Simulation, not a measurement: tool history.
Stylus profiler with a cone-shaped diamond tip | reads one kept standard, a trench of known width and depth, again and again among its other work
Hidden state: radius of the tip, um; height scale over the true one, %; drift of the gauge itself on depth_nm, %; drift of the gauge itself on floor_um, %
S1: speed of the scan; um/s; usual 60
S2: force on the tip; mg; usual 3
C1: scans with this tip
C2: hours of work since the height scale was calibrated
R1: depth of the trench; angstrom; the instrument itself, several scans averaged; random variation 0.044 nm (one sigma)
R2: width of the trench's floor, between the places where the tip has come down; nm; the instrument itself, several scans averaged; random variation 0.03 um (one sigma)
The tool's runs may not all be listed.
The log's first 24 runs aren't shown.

run   hour   S1    S2    C1   C2      R1     R2
 25    265  119   4.7  5998  417  2035.2  17030
 26  274.8   64  1.53  6084  423  2015.5  17000
 27  284.2   64  1.53  6167  429  2015.6  17020
 28  297.7   18   5.6  6285  437  2040.5  17350
 29  312.3  176  7.26  6412  446  2049.3  16920
 30    322   68  2.27  6498  452  2020.6  16970
 31  336.3  193  7.24  6623  460  2048.2  16840
     337.6  -- height scale calibrated on a step standard
 32  352.6  239   3.2  6761    9  2026.3  16380
 33  365.2  121     3  6872   17  2024.6  16820
     372.6  -- height scale calibrated on a step standard, once more
 34  380.8  121     3  7005    5  2029.4  16790
 35  387.3   33   1.8  7061    9  2020.8  17100
 36  403.4   39  1.64  7202   19  2019.9  16980
 37  418.2   18  2.29  7332   28  2024.2  17130
 38  431.1   18  2.29  7445   36  2025.1  17110
 39  443.4  110   4.2  7553   43    2036  16820
 40    457   75  3.81  7672   51  2033.8  16900
 41  465.9  208  3.81  7750   57  2033.1  16450
 42  479.9   60  3.27  7872   65  2030.1  16920
 43  491.8   51  8.04  7976   73    2056  17000
 44  505.4  204  3.66  8095   81  2032.6  16410
 45  516.5  204  3.66  8194   88    2033  16380
 46  531.7  204  3.66  8326   97    2033  16370

Forecast each of these 4 alternatives for the next run:
  A  543.9   35  3.66  8433  104   ?   ?
  B  543.9  204  1.58  8433  104   ?   ?
  C  543.9  205  1.89  8433  104   ?   ?
  D  543.9   65     3  8433  104   ?   ?

run      R1     R2
  A    2033  16980
  B  2019.4  15970
  C  2020.4  16070
  D  2028.9  16800
Without the tool's hidden state the same runs would have given:
run      R1     R2
  A  2032.7  18160
  B  2019.1  17150
  C  2020.1  17240
  D  2028.5  17970
